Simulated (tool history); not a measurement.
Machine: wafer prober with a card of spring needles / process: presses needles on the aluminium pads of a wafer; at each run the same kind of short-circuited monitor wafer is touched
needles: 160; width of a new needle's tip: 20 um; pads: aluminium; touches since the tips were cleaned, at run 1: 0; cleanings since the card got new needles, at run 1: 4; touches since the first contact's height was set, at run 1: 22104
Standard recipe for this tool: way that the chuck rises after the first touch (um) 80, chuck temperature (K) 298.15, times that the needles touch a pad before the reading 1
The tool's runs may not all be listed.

| run | hour | way that the chuck rises after the first touch (um) | chuck temperature (K) | times that the needles touch a pad before the reading | touches since the tips were cleaned | cleanings since the card got new needles | touches since the first contact's height was set | resistance of one needle with its contact and lead (mohm) | way that a needle slides on the pad (um) |
|---|---|---|---|---|---|---|---|---|---|
| 1 | 0 | 80 | 298.15 | 1 | 0 | 4 | 22104 | 149 | 17.31 |
|  | 13.6 | tips cleaned on abrasive film |
|  | 25.9 | tips cleaned on abrasive film |
| 2 | 25.9 | 73 | 298.15 | 1 | 0 | 6 | 31998 | 153 | 15.8 |
|  | 38.7 | tips cleaned on abrasive film |
| 3 | 47.7 | 73 | 298.15 | 1 | 3469 | 7 | 40339 | 173 | 15.72 |
|  | 51.9 | tips cleaned on abrasive film |
|  | 65.1 | tips cleaned on abrasive film |
| 4 | 68.3 | 73 | 298.15 | 1 | 1225 | 9 | 48200 | 166 | 15.73 |
|  | 77.5 | tips cleaned on abrasive film |
| 5 | 85.7 | 73 | 298.15 | 1 | 3143 | 10 | 54838 | 174 | 15.63 |
|  | 90.6 | tips cleaned on abrasive film |
|  | 104.4 | tips cleaned on abrasive film |
| 6 | 107 | 73 | 298.15 | 1 | 971 | 12 | 62958 | 163 | 15.67 |
|  | 117.8 | tips cleaned on abrasive film |
| 7 | 126.6 | 73 | 298.15 | 1 | 3390 | 13 | 70491 | 176 | 15.71 |
|  | 130.8 | tips cleaned on abrasive film |
|  | 143.3 | tips cleaned on abrasive film |
| 8 | 145.4 | 73 | 298.15 | 1 | 819 | 15 | 77653 | 166 | 15.56 |
|  | 149.3 | height of the first contact set anew |
|  | 156 | tips cleaned on abrasive film |
| 9 | 167 | 80 | 298.15 | 1 | 4238 | 16 | 6765 | 172 | 16.99 |
|  | 169.4 | tips cleaned on abrasive film |
|  | 182.8 | tips cleaned on abrasive film |
| 10 | 185.6 | 80 | 298.15 | 1 | 1087 | 18 | 13839 | 163 | 16.88 |
|  | 195.9 | tips cleaned on abrasive film |
| 11 | 206.8 | 80 | 298.15 | 2 | 4186 | 19 | 21946 | 163 | 16.91 |
|  | 209.1 | tips cleaned on abrasive film |
|  | 221.7 | tips cleaned on abrasive film |
| 12 | 232.6 | 80 | 298.15 | 1 | 4188 | 21 | 31809 | 172 | 16.8 |
|  | 235.1 | tips cleaned on abrasive film |
|  | 245.2 | height of the first contact set anew, once more |
|  | 249.7 | tips cleaned on abrasive film |
| 13 | 257.3 | 80 | 298.15 | 1 | 2948 | 23 | 4632 | 169 | 17.37 |
|  | 262.9 | tips cleaned on abrasive film |
|  | 276.4 | tips cleaned on abrasive film |
| 14 | 281.7 | 80 | 298.15 | 1 | 2049 | 25 | 13933 | 166 | 17.35 |
|  | 289.2 | tips cleaned on abrasive film |
| 15 | 298.6 | 80 | 298.15 | 1 | 3629 | 26 | 20404 | 170 | 17.32 |
|  | 302 | tips cleaned on abrasive film |
|  | 316 | tips cleaned on abrasive film |
| 16 | 316 | 80 | 310.15 | 1 | 0 | 28 | 27026 | 158 | 17.32 |
|  | 328.5 | tips cleaned on abrasive film |
| 17 | 330.6 | 80 | 310.15 | 1 | 821 | 29 | 32595 | 161 | 17.25 |
|  | 342.5 | tips cleaned on abrasive film |
| 18 | 351.9 | 80 | 350.15 | 2 | 3649 | 30 | 40769 | 171 | 17.22 |
|  | 354.9 | tips cleaned on abrasive film |
|  | 367.6 | tips cleaned on abrasive film |
| 19 | 375.5 | 85 | 320.15 | 1 | 3038 | 32 | 49743 | 169 | 18.28 |
|  | 380 | tips cleaned on abrasive film |
| 20 | 388.4 | 85 | 320.15 | 1 | 3268 | 33 | 54707 | 172 | 18.26 |
|  | 392.8 | tips cleaned on abrasive film |
|  | 405.4 | tips cleaned on abrasive film |
| 21 | 409.2 | 64 | 326.15 | 2 | 1488 | 35 | 62630 | 171 | 13.64 |
|  | 417.6 | tips cleaned on abrasive film |
|  | 429.9 | tips cleaned on abrasive film |
| 22 | 431.9 | 80 | 330.15 | 2 | 744 | 37 | 71261 | 165 | 17.05 |
|  | 442.3 | tips cleaned on abrasive film |
|  | 451.6 | height of the first contact set anew |
| 23 | 451.6 | 80 | 330.15 | 2 | 3467 | 38 | 0 | 167 | 17.36 |
|  | 456.7 | tips cleaned on abrasive film |
|  | 468.9 | tips cleaned on abrasive film |
| 24 | 474.3 | 80 | 330.15 | 2 | 2046 | 40 | 8638 | 166 | 17.36 |
|  | 483 | tips cleaned on abrasive film |
| 25 | 485.4 | 80 | 330.15 | 2 | 944 | 41 | 12908 | 160 | 17.33 |
|  | 496.2 | tips cleaned on abrasive film |
| 26 | 507.6 | 95 | 301.15 | 3 | 4397 | 42 | 21400 | 160 | 20.52 |
|  | 509.1 | tips cleaned on abrasive film |
|  | 522.8 | tips cleaned on abrasive film |
| 27 | 522.8 | 97 | 301.15 | 1 | 0 | 44 | 27185 | 152 | 20.91 |
|  | 536.4 | tips cleaned on abrasive film |
| 28 | 548.2 | 97 | 301.15 | 1 | 4540 | 45 | 36911 | 166 | 20.89 |
|  | 550.4 | tips cleaned on abrasive film |
| 29 | 560.7 | 97 | 301.15 | 1 | 3970 | 46 | 41687 | 164 | 20.92 |
|  | 563.1 | tips cleaned on abrasive film |
|  | 577.2 | tips cleaned on abrasive film |
| 30 | 582.8 | 80 | 384.15 | 3 | 2149 | 48 | 50105 | 174 | 17.16 |
|  | 589.5 | tips cleaned on abrasive film |
| 31 | 600.4 | 71 | 325.15 | 2 | 4208 | 49 | 56849 | 171 | 15.1 |

For each entry between runs, how does the tool's hidden state at the last listed run before it compare with that at the first listed run after it?
Runs 1 to 2: tips cleaned on abrasive film (hour 13.6); tips cleaned on abrasive film (hour 25.9)
  debris on the tips, nm: 4.4 -> 2.9; way that the needles fall short of the set height, um: 0.33 -> 0.52; tips' diameter, um: 20.12 -> 20.18
  what was measured, less what the result would be without the hidden state, resistance of one needle with its contact and lead (mohm): +2 -> +1; way that a needle slides on the pad (um): -0.07 -> -0.12
Runs 2 to 3: tips cleaned on abrasive film (hour 38.7)
  debris on the tips, nm: 2.9 -> 63.1; way that the needles fall short of the set height, um: 0.52 -> 0.62; tips' diameter, um: 20.18 -> 20.22
  what was measured, less what the result would be without the hidden state, resistance of one needle with its contact and lead (mohm): +1 -> +22; way that a needle slides on the pad (um): -0.12 -> -0.13
Runs 3 to 4: tips cleaned on abrasive film (hour 51.9); tips cleaned on abrasive film (hour 65.1)
  debris on the tips, nm: 63.1 -> 35.3; way that the needles fall short of the set height, um: 0.62 -> 0.74; tips' diameter, um: 20.22 -> 20.26
  what was measured, less what the result would be without the hidden state, resistance of one needle with its contact and lead (mohm): +22 -> +13; way that a needle slides on the pad (um): -0.13 -> -0.16
Runs 4 to 5: tips cleaned on abrasive film (hour 77.5)
  debris on the tips, nm: 35.3 -> 59.7; way that the needles fall short of the set height, um: 0.74 -> 0.81; tips' diameter, um: 20.26 -> 20.28
  what was measured, less what the result would be without the hidden state, resistance of one needle with its contact and lead (mohm): +13 -> +22; way that a needle slides on the pad (um): -0.16 -> -0.18
Runs 5 to 6: tips cleaned on abrasive film (hour 90.6); tips cleaned on abrasive film (hour 104.4)
  debris on the tips, nm: 59.7 -> 29.2; way that the needles fall short of the set height, um: 0.81 -> 0.99; tips' diameter, um: 20.28 -> 20.35
  what was measured, less what the result would be without the hidden state, resistance of one needle with its contact and lead (mohm): +22 -> +11; way that a needle slides on the pad (um): -0.18 -> -0.22
Runs 6 to 7: tips cleaned on abrasive film (hour 117.8)
  debris on the tips, nm: 29.2 -> 62.1; way that the needles fall short of the set height, um: 0.99 -> 1.1; tips' diameter, um: 20.35 -> 20.38
  what was measured, less what the result would be without the hidden state, resistance of one needle with its contact and lead (mohm): +11 -> +23; way that a needle slides on the pad (um): -0.22 -> -0.24
Runs 7 to 8: tips cleaned on abrasive film (hour 130.8); tips cleaned on abrasive film (hour 143.3)
  debris on the tips, nm: 62.1 -> 29.6; way that the needles fall short of the set height, um: 1.1 -> 1.26; tips' diameter, um: 20.38 -> 20.44
  what was measured, less what the result would be without the hidden state, resistance of one needle with its contact and lead (mohm): +23 -> +11; way that a needle slides on the pad (um): -0.24 -> -0.28
Runs 8 to 9: height of the first contact set anew (hour 149.3); tips cleaned on abrasive film (hour 156)
  debris on the tips, nm: 29.6 -> 68.6; way that the needles fall short of the set height, um: 1.26 -> 2.09; tips' diameter, um: 20.44 -> 20.47
  what was measured, less what the result would be without the hidden state, resistance of one needle with its contact and lead (mohm): +11 -> +22; way that a needle slides on the pad (um): -0.28 -> -0.45
Runs 9 to 10: tips cleaned on abrasive film (hour 169.4); tips cleaned on abrasive film (hour 182.8)
  debris on the tips, nm: 68.6 -> 32.6; way that the needles fall short of the set height, um: 2.09 -> 2.26; tips' diameter, um: 20.47 -> 20.53
  what was measured, less what the result would be without the hidden state, resistance of one needle with its contact and lead (mohm): +22 -> +11; way that a needle slides on the pad (um): -0.45 -> -0.49
Runs 10 to 11: tips cleaned on abrasive film (hour 195.9)
  debris on the tips, nm: 32.6 -> 68.9; way that the needles fall short of the set height, um: 2.26 -> 2.32; tips' diameter, um: 20.53 -> 20.55
  what was measured, less what the result would be without the hidden state, resistance of one needle with its contact and lead (mohm): +11 -> +13; way that a needle slides on the pad (um): -0.49 -> -0.51
Runs 11 to 12: tips cleaned on abrasive film (hour 209.1); tips cleaned on abrasive film (hour 221.7)
  debris on the tips, nm: 68.9 -> 70.1; way that the needles fall short of the set height, um: 2.32 -> 2.49; tips' diameter, um: 20.55 -> 20.61
  what was measured, less what the result would be without the hidden state, resistance of one needle with its contact and lead (mohm): +13 -> +24; way that a needle slides on the pad (um): -0.51 -> -0.54
Runs 12 to 13: tips cleaned on abrasive film (hour 235.1); height of the first contact set anew, once more (hour 245.2); tips cleaned on abrasive film (hour 249.7)
  debris on the tips, nm: 70.1 -> 57.4; way that the needles fall short of the set height, um: 2.49 -> 0.06; tips' diameter, um: 20.61 -> 20.66
  what was measured, less what the result would be without the hidden state, resistance of one needle with its contact and lead (mohm): +24 -> +18; way that a needle slides on the pad (um): -0.54 -> -0.02
Runs 13 to 14: tips cleaned on abrasive film (hour 262.9); tips cleaned on abrasive film (hour 276.4)
  debris on the tips, nm: 57.4 -> 47.1; way that the needles fall short of the set height, um: 0.06 -> 0.26; tips' diameter, um: 20.66 -> 20.73
  what was measured, less what the result would be without the hidden state, resistance of one needle with its contact and lead (mohm): +18 -> +15; way that a needle slides on the pad (um): -0.02 -> -0.06
Runs 14 to 15: tips cleaned on abrasive film (hour 289.2)
  debris on the tips, nm: 47.1 -> 63.4; way that the needles fall short of the set height, um: 0.26 -> 0.36; tips' diameter, um: 20.73 -> 20.76
  what was measured, less what the result would be without the hidden state, resistance of one needle with its contact and lead (mohm): +15 -> +21; way that a needle slides on the pad (um): -0.06 -> -0.08
Runs 15 to 16: tips cleaned on abrasive film (hour 302); tips cleaned on abrasive film (hour 316)
  debris on the tips, nm: 63.4 -> 6.5; way that the needles fall short of the set height, um: 0.36 -> 0.52; tips' diameter, um: 20.76 -> 20.82
  what was measured, less what the result would be without the hidden state, resistance of one needle with its contact and lead (mohm): +21 -> +3; way that a needle slides on the pad (um): -0.08 -> -0.11
Runs 16 to 17: tips cleaned on abrasive film (hour 328.5)
  debris on the tips, nm: 6.5 -> 23.8; way that the needles fall short of the set height, um: 0.52 -> 0.58; tips' diameter, um: 20.82 -> 20.84
  what was measured, less what the result would be without the hidden state, resistance of one needle with its contact and lead (mohm): +3 -> +8; way that a needle slides on the pad (um): -0.11 -> -0.13
Runs 17 to 18: tips cleaned on abrasive film (hour 342.5)
  debris on the tips, nm: 23.8 -> 62.6; way that the needles fall short of the set height, um: 0.58 -> 0.67; tips' diameter, um: 20.84 -> 20.87
  what was measured, less what the result would be without the hidden state, resistance of one needle with its contact and lead (mohm): +8 -> +11; way that a needle slides on the pad (um): -0.13 -> -0.15
Runs 18 to 19: tips cleaned on abrasive film (hour 354.9); tips cleaned on abrasive film (hour 367.6)
  debris on the tips, nm: 62.6 -> 60; way that the needles fall short of the set height, um: 0.67 -> 0.85; tips' diameter, um: 20.87 -> 20.93
  what was measured, less what the result would be without the hidden state, resistance of one needle with its contact and lead (mohm): +11 -> +17; way that a needle slides on the pad (um): -0.15 -> -0.19
Runs 19 to 20: tips cleaned on abrasive film (hour 380)
  debris on the tips, nm: 60 -> 60.3; way that the needles fall short of the set height, um: 0.85 -> 0.91; tips' diameter, um: 20.93 -> 20.96
  what was measured, less what the result would be without the hidden state, resistance of one needle with its contact and lead (mohm): +17 -> +18; way that a needle slides on the pad (um): -0.19 -> -0.2
Runs 20 to 21: tips cleaned on abrasive film (hour 392.8); tips cleaned on abrasive film (hour 405.4)
  debris on the tips, nm: 60.3 -> 40; way that the needles fall short of the set height, um: 0.91 -> 1.08; tips' diameter, um: 20.96 -> 21.01
  what was measured, less what the result would be without the hidden state, resistance of one needle with its contact and lead (mohm): +18 -> +12; way that a needle slides on the pad (um): -0.2 -> -0.24
Runs 21 to 22: tips cleaned on abrasive film (hour 417.6); tips cleaned on abrasive film (hour 429.9)
  debris on the tips, nm: 40 -> 25.7; way that the needles fall short of the set height, um: 1.08 -> 1.26; tips' diameter, um: 21.01 -> 21.08
  what was measured, less what the result would be without the hidden state, resistance of one needle with its contact and lead (mohm): +12 -> +6; way that a needle slides on the pad (um): -0.24 -> -0.27
Runs 22 to 23: tips cleaned on abrasive film (hour 442.3); height of the first contact set anew (hour 451.6)
  debris on the tips, nm: 25.7 -> 65.2; way that the needles fall short of the set height, um: 1.26 -> 0; tips' diameter, um: 21.08 -> 21.11
  what was measured, less what the result would be without the hidden state, resistance of one needle with its contact and lead (mohm): +6 -> +13; way that a needle slides on the pad (um): -0.27 -> +0
Runs 23 to 24: tips cleaned on abrasive film (hour 456.7); tips cleaned on abrasive film (hour 468.9)
  debris on the tips, nm: 65.2 -> 45.5; way that the needles fall short of the set height, um: 0 -> 0.18; tips' diameter, um: 21.11 -> 21.17
  what was measured, less what the result would be without the hidden state, resistance of one needle with its contact and lead (mohm): +13 -> +9; way that a needle slides on the pad (um): +0 -> -0.04
Runs 24 to 25: tips cleaned on abrasive film (hour 483)
  debris on the tips, nm: 45.5 -> 26.2; way that the needles fall short of the set height, um: 0.18 -> 0.27; tips' diameter, um: 21.17 -> 21.2
  what was measured, less what the result would be without the hidden state, resistance of one needle with its contact and lead (mohm): +9 -> +5; way that a needle slides on the pad (um): -0.04 -> -0.06
Runs 25 to 26: tips cleaned on abrasive film (hour 496.2)
  debris on the tips, nm: 26.2 -> 71.9; way that the needles fall short of the set height, um: 0.27 -> 0.34; tips' diameter, um: 21.2 -> 21.23
  what was measured, less what the result would be without the hidden state, resistance of one needle with its contact and lead (mohm): +5 -> +6; way that a needle slides on the pad (um): -0.06 -> -0.07
Runs 26 to 27: tips cleaned on abrasive film (hour 509.1); tips cleaned on abrasive film (hour 522.8)
  debris on the tips, nm: 71.9 -> 3.3; way that the needles fall short of the set height, um: 0.34 -> 0.55; tips' diameter, um: 21.23 -> 21.3
  what was measured, less what the result would be without the hidden state, resistance of one needle with its contact and lead (mohm): +6 -> +1; way that a needle slides on the pad (um): -0.07 -> -0.12
Runs 27 to 28: tips cleaned on abrasive film (hour 536.4)
  debris on the tips, nm: 3.3 -> 68.6; way that the needles fall short of the set height, um: 0.55 -> 0.65; tips' diameter, um: 21.3 -> 21.34
  what was measured, less what the result would be without the hidden state, resistance of one needle with its contact and lead (mohm): +1 -> +17; way that a needle slides on the pad (um): -0.12 -> -0.14
Runs 28 to 29: tips cleaned on abrasive film (hour 550.4)
  debris on the tips, nm: 68.6 -> 67.6; way that the needles fall short of the set height, um: 0.65 -> 0.73; tips' diameter, um: 21.34 -> 21.37
  what was measured, less what the result would be without the hidden state, resistance of one needle with its contact and lead (mohm): +17 -> +17; way that a needle slides on the pad (um): -0.14 -> -0.16
Runs 29 to 30: tips cleaned on abrasive film (hour 563.1); tips cleaned on abrasive film (hour 577.2)
  debris on the tips, nm: 67.6 -> 52.4; way that the needles fall short of the set height, um: 0.73 -> 0.91; tips' diameter, um: 21.37 -> 21.43
  what was measured, less what the result would be without the hidden state, resistance of one needle with its contact and lead (mohm): +17 -> +7; way that a needle slides on the pad (um): -0.16 -> -0.2
Runs 30 to 31: tips cleaned on abrasive film (hour 589.5)
  debris on the tips, nm: 52.4 -> 65.4; way that the needles fall short of the set height, um: 0.91 -> 1; tips' diameter, um: 21.43 -> 21.46
  what was measured, less what the result would be without the hidden state, resistance of one needle with its contact and lead (mohm): +7 -> +16; way that a needle slides on the pad (um): -0.2 -> -0.22

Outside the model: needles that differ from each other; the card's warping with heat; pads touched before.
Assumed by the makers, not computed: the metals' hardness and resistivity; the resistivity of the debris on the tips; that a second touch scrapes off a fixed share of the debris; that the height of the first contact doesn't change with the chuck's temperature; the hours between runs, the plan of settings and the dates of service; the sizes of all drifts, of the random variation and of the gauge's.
